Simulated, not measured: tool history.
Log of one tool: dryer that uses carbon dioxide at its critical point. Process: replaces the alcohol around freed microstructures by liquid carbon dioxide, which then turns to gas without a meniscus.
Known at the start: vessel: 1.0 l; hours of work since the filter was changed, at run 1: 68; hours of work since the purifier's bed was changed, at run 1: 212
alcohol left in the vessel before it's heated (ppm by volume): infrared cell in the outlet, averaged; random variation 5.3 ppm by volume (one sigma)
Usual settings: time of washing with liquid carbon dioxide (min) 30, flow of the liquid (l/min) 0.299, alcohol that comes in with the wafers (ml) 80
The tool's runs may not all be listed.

run   hour  time of washing with liquid carbon dioxide (min)  flow of the liquid (l/min)  alcohol that comes in with the wafers (ml)  hours of work since the filter was changed  hours of work since the purifier's bed was changed  alcohol left in the vessel before it's heated (ppm by volume)
  1      0                                                30                       0.299                                          80                                          68                                                 212                                                            156
  2   13.1                                                30                       0.299                                          80                                          73                                                 217                                                            161
  3   24.2                                                30                       0.299                                          80                                          77                                                 221                                                            163
  4     39                                                30                       0.299                                          80                                          83                                                 226                                                            169
  5   49.9                                                30                       0.299                                          80                                          87                                                 230                                                            168
  6   59.2                                                30                       0.299                                          80                                          90                                                 234                                                            174
  7   73.4                                                30                       0.299                                          80                                          95                                                 239                                                            168
  8   83.5                                                30                       0.299                                          80                                          99                                                 243                                                            162
  9   97.3                                                30                       0.299                                          80                                         104                                                 248                                                            173
 10  107.8                                                30                       0.299                                          35                                         108                                                 252                                                            101
 11  122.1                                                30                       0.299                                          35                                         113                                                 257                                                             94
 12  137.2                                                30                       0.299                                          35                                         119                                                 263                                                            108
 13  146.9                                                30                       0.327                                          35                                         122                                                 266                                                             78
 14  154.6                                                30                       0.327                                          56                                         125                                                 269                                                             89
 15  161.5                                                30                       0.327                                          56                                         128                                                 272                                                             91
 16  176.6                                                29                       0.299                                          80                                         133                                                 277                                                            208
 17  187.4                                                29                       0.299                                          80                                         137                                                 281                                                            205
 18  200.5                                                30                       0.188                                          80                                         142                                                 286                                                           1539
 19  209.8                                                30                       0.188                                          80                                         146                                                 289                                                           1520
 20  217.6                                                30                       0.188                                          80                                         148                                                 292                                                           1514
 21  226.7                                                30                       0.188                                          25                                         152                                                 296                                                            498
 22  241.2                                                47                       0.299                                          80                                         157                                                 301                                                             56
 23  249.1                                                47                       0.299                                          80                                         160                                                 304                                                             49
 24  259.2                                                47                       0.299                                          80                                         164                                                 308                                                             59
 25  270.7                                                35                       0.299                                          80                                         168                                                 312                                                            104
 26    285                                                35                       0.299                                          80                                         173                                                 317                                                            100
 27  295.7                                                23                       0.299                                          40                                         177                                                 321                                                            361
 28  304.8                                                48                       0.299                                          80                                         181                                                 325                                                             62
 29  313.5                                                48                       0.299                                          80                                         184                                                 328                                                             62
 30  328.1                                                48                       0.299                                          93                                         189                                                 333                                                             64
 31  334.9                                                30                       0.243                                          80                                         192                                                 336                                                            523
 32    347                                                30                         0.2                                          80                                         196                                                 340                                                           1275
 33  358.8                                                48                       0.299                                          33                                         201                                                 344                                                             59
 34    367                                                38                       0.299                                          45                                         204                                                 348                                                             78
 35  381.3                                                38                       0.299                                          45                                         209                                                 353                                                             82
 36  395.3                                                23                       0.201                                          27                                         214                                                 358                                                           1092
 37  403.7                                                29                        0.21                                          27                                         217                                                 361                                                            437
 38  411.4                                                29                        0.21                                          27                                         220                                                 364                                                            468
 39  420.9                                                25                       0.191                                          51                                         224                                                 367                                                           1886
 40    430                                                44                       0.191                                          26                                         227                                                 371                                                            136
 41  440.3                                                44                       0.404                                          33                                         231                                                 375                                                             68
 42  448.7                                                23                       0.279                                          34                                         234                                                 378                                                            443
 43  463.3                                                20                       0.282                                          47                                         239                                                 383                                                            992
 44  477.5                                                20                       0.354                                          62                                         244                                                 388                                                            503
 45  488.1                                                20                       0.354                                          62                                         248                                                 392                                                            494
 46  500.9                                                47                       0.382                                          62                                         253                                                 397                                                             72
 47  512.7                                                19                       0.233                                          25                                         257                                                 401                                                           1226
 48  526.1                                                19                       0.208                                          25                                         262                                                 406                                                           1711

Hidden state or all else? Some run-to-run changes of alcohol left in the vessel before it's heated (ppm by volume), split into what the settings, what came in and random variation would give without the hidden state, and what is left for the hidden state (with any gauge scatter that isn't in both results):
The hidden state here: flow that reaches the vessel past the clogged filter, %; alcohol in the recycled carbon dioxide, ppm; drift of the gauge itself on alcohol_ppm, %.
Run 17 -> 18: time of washing with liquid carbon dioxide (min) 29 -> 30, flow of the liquid (l/min) 0.299 -> 0.188. alcohol left in the vessel before it's heated (ppm by volume) +1334: hidden state +161, all else +1173.
Run 32 -> 33: time of washing with liquid carbon dioxide (min) 30 -> 48, flow of the liquid (l/min) 0.2 -> 0.299, alcohol that comes in with the wafers (ml) 80 -> 33. alcohol left in the vessel before it's heated (ppm by volume) -1216: hidden state -215, all else -1001.
Run 38 -> 39: time of washing with liquid carbon dioxide (min) 29 -> 25, flow of the liquid (l/min) 0.21 -> 0.191, alcohol that comes in with the wafers (ml) 27 -> 51. alcohol left in the vessel before it's heated (ppm by volume) +1418: hidden state +210, all else +1208.
Run 39 -> 40: time of washing with liquid carbon dioxide (min) 25 -> 44, alcohol that comes in with the wafers (ml) 51 -> 26. alcohol left in the vessel before it's heated (ppm by volume) -1750: hidden state -270, all else -1480.
